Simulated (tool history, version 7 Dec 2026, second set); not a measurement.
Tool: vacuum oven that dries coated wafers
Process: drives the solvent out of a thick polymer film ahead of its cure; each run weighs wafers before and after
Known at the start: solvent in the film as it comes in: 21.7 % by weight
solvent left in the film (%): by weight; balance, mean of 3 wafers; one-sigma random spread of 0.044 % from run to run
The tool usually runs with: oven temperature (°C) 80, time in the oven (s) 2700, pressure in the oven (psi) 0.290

run,hour,oven temperature (°C),time in the oven (s),pressure in the oven (psi),solvent left in the film (%)
1,0.0,80,2700,0.290,5.66
2,15.0,80,3600,0.290,4.22
3,28.1,80,2700,0.522,6.55
4,42.0,71,2700,0.290,9.65
5,54.7,71,2700,0.290,9.62
6,63.3,71,2700,0.290,9.64
7,74.1,80,2700,0.290,5.66
8,84.7,70,2700,0.290,10.11
9,97.2,70,2700,0.290,10.12
10,106.1,80,2700,0.290,5.81
# hour 108.3: vacuum gauge cleaned of residue and calibrated
11,120.3,80,2700,0.290,5.81
12,130.0,80,3420,0.290,4.50
# hour 143.4: vacuum gauge cleaned of residue and calibrated, once more
13,146.1,80,3420,0.290,4.32
14,153.4,80,3420,0.290,4.38
15,166.8,80,2700,0.290,5.70
16,175.0,80,2700,0.300,5.83
17,183.7,80,2700,0.300,5.75
18,198.1,80,2700,0.300,5.77
19,210.1,92,2700,0.305,1.95
# hour 215.1: oven's thermocouples calibrated
20,219.0,92,1560,0.450,3.97
21,234.0,68,4020,0.290,7.94
22,247.5,72,4860,0.560,6.34
23,261.1,72,4860,0.560,6.32
24,269.5,93,2760,0.215,1.22
25,276.1,93,2760,0.215,1.20
26,289.3,93,2760,0.215,1.18
27,297.4,93,2760,0.215,1.15
28,308.6,73,2760,0.883,10.23
29,315.6,69,2820,0.648,10.96
30,330.5,69,2520,0.154,9.69
31,345.2,69,2520,0.154,9.64
32,355.8,69,2520,0.154,9.71
33,362.9,69,2520,0.154,9.68
34,374.2,69,2520,0.154,9.71
35,385.9,69,2520,0.154,9.67

What if the next run were any one of these 4? Each begins from the tool's condition after run 35:
A,397.9,82,1440,0.644,?
B,397.9,84,2700,0.290,?
C,397.9,73,3420,0.290,?
D,397.9,69,2520,0.219,?

run,solvent left in the film (%)
A,8.92
B,3.61
C,6.68
D,9.91
Stripped of hidden state, with their random variation kept, the same runs would have yielded:
run,solvent left in the film (%)
A,8.98
B,3.64
C,6.72
D,9.95

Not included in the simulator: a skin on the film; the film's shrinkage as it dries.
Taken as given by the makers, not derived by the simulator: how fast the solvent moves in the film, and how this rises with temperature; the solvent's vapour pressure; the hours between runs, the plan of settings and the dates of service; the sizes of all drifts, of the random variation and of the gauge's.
